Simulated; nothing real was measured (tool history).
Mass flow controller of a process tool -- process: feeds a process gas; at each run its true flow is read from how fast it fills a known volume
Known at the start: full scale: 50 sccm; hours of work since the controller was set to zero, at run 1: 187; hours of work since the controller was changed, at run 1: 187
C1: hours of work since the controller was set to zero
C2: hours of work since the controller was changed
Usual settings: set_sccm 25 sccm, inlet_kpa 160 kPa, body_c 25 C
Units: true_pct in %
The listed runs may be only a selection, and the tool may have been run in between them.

run 1 day=0 | set_sccm=25 inlet_kpa=160 body_c=25 | C1=187 C2=187 | true_pct=97.94
run 2 day=17.208 | set_sccm=25 inlet_kpa=264 body_c=25 | C1=341 C2=341 | true_pct=98.53
run 3 day=29.15 | set_sccm=25 inlet_kpa=264 body_c=25 | C1=448 C2=448 | true_pct=98.66
run 4 day=43.167 | set_sccm=25 inlet_kpa=160 body_c=25 | C1=573 C2=573 | true_pct=98.04
run 5 day=52.233 | set_sccm=25 inlet_kpa=160 body_c=25 | C1=655 C2=655 | true_pct=97.88
run 6 day=71.075 | set_sccm=25 inlet_kpa=160 body_c=25 | C1=823 C2=823 | true_pct=97.97
run 7 day=83.55 | set_sccm=25 inlet_kpa=160 body_c=25 | C1=935 C2=935 | true_pct=97.89
run 8 day=97.454 | set_sccm=25 inlet_kpa=177 body_c=25 | C1=1059 C2=1059 | true_pct=98.15
run 9 day=109.621 | set_sccm=25 inlet_kpa=177 body_c=25 | C1=1168 C2=1168 | true_pct=98.06
run 10 day=121.229 | set_sccm=25 inlet_kpa=160 body_c=25 | C1=1272 C2=1272 | true_pct=98.06
run 11 day=139.342 | set_sccm=25 inlet_kpa=160 body_c=25 | C1=1434 C2=1434 | true_pct=98.1
run 12 day=156.838 | set_sccm=25 inlet_kpa=160 body_c=25 | C1=1591 C2=1591 | true_pct=98.14
run 13 day=169.808 | set_sccm=25 inlet_kpa=160 body_c=25 | C1=1707 C2=1707 | true_pct=97.99
run 14 day=185.021 | set_sccm=25 inlet_kpa=160 body_c=25 | C1=1843 C2=1843 | true_pct=98.06
run 15 day=201.9 | set_sccm=25 inlet_kpa=160 body_c=25 | C1=1995 C2=1995 | true_pct=98.05
run 16 day=211.933 | set_sccm=25 inlet_kpa=160 body_c=25 | C1=2084 C2=2084 | true_pct=98.1
run 17 day=227.154 | set_sccm=25 inlet_kpa=160 body_c=25 | C1=2221 C2=2221 | true_pct=98.26
run 18 day=244.729 | set_sccm=17 inlet_kpa=160 body_c=25 | C1=2378 C2=2378 | true_pct=97.39
run 19 day=261.062 | set_sccm=25 inlet_kpa=160 body_c=24 | C1=2524 C2=2524 | true_pct=97.98
run 20 day=278.392 | set_sccm=25 inlet_kpa=160 body_c=24 | C1=2679 C2=2679 | true_pct=98.01
run 21 day=290.692 | set_sccm=25 inlet_kpa=160 body_c=24 | C1=2789 C2=2789 | true_pct=98.12
run 22 day=308.738 | set_sccm=25 inlet_kpa=160 body_c=25 | C1=2951 C2=2951 | true_pct=98.22
run 23 day=321.929 | set_sccm=25 inlet_kpa=160 body_c=25 | C1=3069 C2=3069 | true_pct=98.32
run 24 day=335.45 | set_sccm=25 inlet_kpa=162 body_c=25 | C1=3190 C2=3190 | true_pct=98.26
run 25 day=349.262 | set_sccm=14 inlet_kpa=256 body_c=21 | C1=3314 C2=3314 | true_pct=96.84
run 26 day=368.55 | set_sccm=6 inlet_kpa=256 body_c=36 | C1=3487 C2=3487 | true_pct=95.44
run 27 day=380.142 | set_sccm=6 inlet_kpa=256 body_c=36 | C1=3590 C2=3590 | true_pct=95.42
run 28 day=393.742 | set_sccm=6 inlet_kpa=143 body_c=26 | C1=3712 C2=3712 | true_pct=93.67
run 29 day=413.225 | set_sccm=6 inlet_kpa=143 body_c=26 | C1=3886 C2=3886 | true_pct=93.51
run 30 day=429.242 | set_sccm=6 inlet_kpa=143 body_c=26 | C1=4030 C2=4030 | true_pct=93.58
run 31 day=444.35 | set_sccm=6 inlet_kpa=143 body_c=26 | C1=4165 C2=4165 | true_pct=93.36
run 32 day=461.658 | set_sccm=8 inlet_kpa=218 body_c=22 | C1=4320 C2=4320 | true_pct=94.68
run 33 day=473.208 | set_sccm=18 inlet_kpa=218 body_c=25 | C1=4423 C2=4423 | true_pct=97.74
run 34 day=488.45 | set_sccm=25 inlet_kpa=160 body_c=36 | C1=4560 C2=4560 | true_pct=99.5
run 35 day=498.971 | set_sccm=40 inlet_kpa=252 body_c=36 | C1=4654 C2=4654 | true_pct=101.62
run 36 day=508.538 | set_sccm=40 inlet_kpa=252 body_c=36 | C1=4740 C2=4740 | true_pct=101.57
run 37 day=519.442 | set_sccm=25 inlet_kpa=164 body_c=28 | C1=4837 C2=4837 | true_pct=98.91
run 38 day=535.183 | set_sccm=25 inlet_kpa=192 body_c=25 | C1=4978 C2=4978 | true_pct=98.69
run 39 day=551.758 | set_sccm=25 inlet_kpa=192 body_c=25 | C1=5127 C2=5127 | true_pct=98.79
run 40 day=566.546 | set_sccm=25 inlet_kpa=192 body_c=25 | C1=5259 C2=5259 | true_pct=98.75
run 41 day=582.017 | set_sccm=25 inlet_kpa=160 body_c=30 | C1=5398 C2=5398 | true_pct=99.04
run 42 day=599.996 | set_sccm=10 inlet_kpa=150 body_c=22 | C1=5559 C2=5559 | true_pct=94.8
run 43 day=616.588 | set_sccm=10 inlet_kpa=150 body_c=22 | C1=5707 C2=5707 | true_pct=94.91
run 44 day=625.733 | set_sccm=10 inlet_kpa=150 body_c=22 | C1=5789 C2=5789 | true_pct=94.78
run 45 day=639.25 | set_sccm=6 inlet_kpa=150 body_c=37 | C1=5910 C2=5910 | true_pct=93.44
run 46 day=654.938 | set_sccm=26 inlet_kpa=160 body_c=25 | C1=6050 C2=6050 | true_pct=98.71
run 47 day=673.175 | set_sccm=11 inlet_kpa=185 body_c=25 | C1=6214 C2=6214 | true_pct=95.61
run 48 day=688.942 | set_sccm=11 inlet_kpa=185 body_c=25 | C1=6355 C2=6355 | true_pct=95.66

Selected run-to-run steps in true_pct, each split into two signed amounts: the part the tool would show with no hidden state at all (from settings, incoming material and random variation), and the remainder, which goes to the hidden state together with any gauge scatter not common to the measured and the hidden-state-free results:
Hidden state at play: flow at rest that the sensor doesn't see, % of full scale; true flow over the shown one, %; drift of the gauge itself on true_pct, %.
Run 25 -> 26: set_sccm 14 -> 6, body_c 21 -> 36. true_pct -1.4 %: hidden state -2.39, all else +0.99.
Run 41 -> 42: set_sccm 25 -> 10, inlet_kpa 160 -> 150, body_c 30 -> 22. true_pct -4.24 %: hidden state -2.26, all else -1.98.
Run 44 -> 45: set_sccm 10 -> 6, body_c 22 -> 37. true_pct -1.34 %: hidden state -2.72, all else +1.38.
Run 45 -> 46: set_sccm 6 -> 26, inlet_kpa 150 -> 160, body_c 37 -> 25. true_pct +5.27 %: hidden state +5.17, all else +0.1.
Run 46 -> 47: set_sccm 26 -> 11, inlet_kpa 160 -> 185. true_pct -3.1 %: hidden state -2.18, all else -0.92.
